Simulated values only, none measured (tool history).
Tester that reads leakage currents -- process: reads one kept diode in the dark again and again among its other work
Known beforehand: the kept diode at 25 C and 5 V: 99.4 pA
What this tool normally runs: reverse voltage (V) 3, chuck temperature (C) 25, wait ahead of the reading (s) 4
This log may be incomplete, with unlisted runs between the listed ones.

run,day,reverse voltage (V),chuck temperature (C),wait ahead of the reading (s),current that the tester gives (pA)
1,0,3,25,4,83.36
2,2.592,3,26,4,90.9
3,4.442,3.39,25,4,88.76
4,7.704,3.39,24,4,81.97
5,10.4,3,25,4,84.1
6,13.733,3,25,4,84.2
7,17.792,3,25,4,84.79
8,20.471,3,25,4,84.45
9,24.717,3,25,4,85.3
10,27.258,3,25,4,84.78
11,29.462,3,25,4,85.05
# day 32.85: probe card cleaned and baked
12,33.696,3.77,25,4,90.82
13,36.521,3,25,4,81.87
14,40.742,3,25,4,82.2
15,44.212,3,25,4,82.08
16,46.829,5.2,31,0.38,176.03
17,49.6,5.2,31,0.38,177.1
18,53.833,5.2,31,0.38,176.63
# day 54.238: chuck's temperature calibrated
19,57.412,5.2,31,0.38,182.58
20,60.488,2.47,31,0.38,128.6
21,63.192,2.47,31,0.38,128.52
# day 64.2: chuck's temperature calibrated, once more
22,65.554,4.11,23,4,75.92
23,67.804,19.5,25,4,186.41
24,70.246,19.5,25,4,187.01
25,73.946,19.5,41,4,654.88
26,76.892,19.25,41,2.74,650.16
27,79.533,3,25,2.77,78.29
# day 80.317: tester calibrated
28,81.525,12.7,50,2.49,1062.86
29,84.771,19.2,50,1.34,1286.65
30,88.604,1.88,41,7.49,230.83

Results for each run, recomputed without the tool's hidden state and with each run's random variation untouched:
Hidden state present: stray current of the dirty probe card, pA a volt; current scale over the true one, %; true chuck temperature over the reading, C; drift of the gauge itself on leakage_pa, %.
run,current that the tester gives (pA)
1,78.8
2,86.07
3,83.5
4,76.69
5,79.07
6,79.02
7,79.4
8,78.98
9,79.6
10,79.01
11,79.16
12,88.15
13,79.34
14,79.48
15,79.22
16,170.42
17,171.22
18,170.45
19,171.34
20,120.67
21,120.48
22,76.88
23,185.54
24,185.63
25,665.14
26,659.51
27,79
28,1051.99
29,1270.59
30,228.33
